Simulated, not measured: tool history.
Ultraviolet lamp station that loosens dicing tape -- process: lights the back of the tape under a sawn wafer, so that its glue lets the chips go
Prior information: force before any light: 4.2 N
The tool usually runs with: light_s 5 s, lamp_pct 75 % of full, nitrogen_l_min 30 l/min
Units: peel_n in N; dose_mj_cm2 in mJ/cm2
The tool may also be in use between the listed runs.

run,hour,light_s,lamp_pct,nitrogen_l_min,peel_n,dose_mj_cm2
1,0.0,5,75,30,0.847,354
2,11.7,5,75,30,0.863,343
3,22.7,5,75,30,0.851,348
4,34.7,5,75,30,0.843,343
5,50.7,5,68,30,0.989,313
6,72.3,5,67,30,0.995,303
7,87.5,5,67,30,1.049,298
8,109.1,2,75,18,2.563,135
9,120.6,3,66,33,1.796,173
10,141.2,9,75,30,0.374,633
11,163.7,7,67,41,0.512,431
12,173.0,7,87,27,0.458,555
13,194.1,3,76,58,1.221,207

Missing from the log above: 2 entries noted between runs. For each, name the pair of listed runs it sits between and say how the tool's hidden condition differs from the listed run just before to the listed run just after:
From run 6 to run 7: window cleaned of glue's vapour (hour 74.0)
  lamp's light, % of a new lamp's: 79.5 -> 79.1; light that the window lets through, % of a clean one's: 95.2 -> 92.7
  the result without the hidden state subtracted from the measured one, peel_n: +0.311 -> +0.357 N; dose_mj_cm2: -97 -> -107 mJ/cm2
From run 9 to run 10: window cleaned of glue's vapour, once more (hour 141.2)
  lamp's light, % of a new lamp's: 78.4 -> 77.9; light that the window lets through, % of a clean one's: 91.9 -> 99.7
  the result without the hidden state subtracted from the measured one, peel_n: +0.480 -> +0.088 N; dose_mj_cm2: -66 -> -182 mJ/cm2
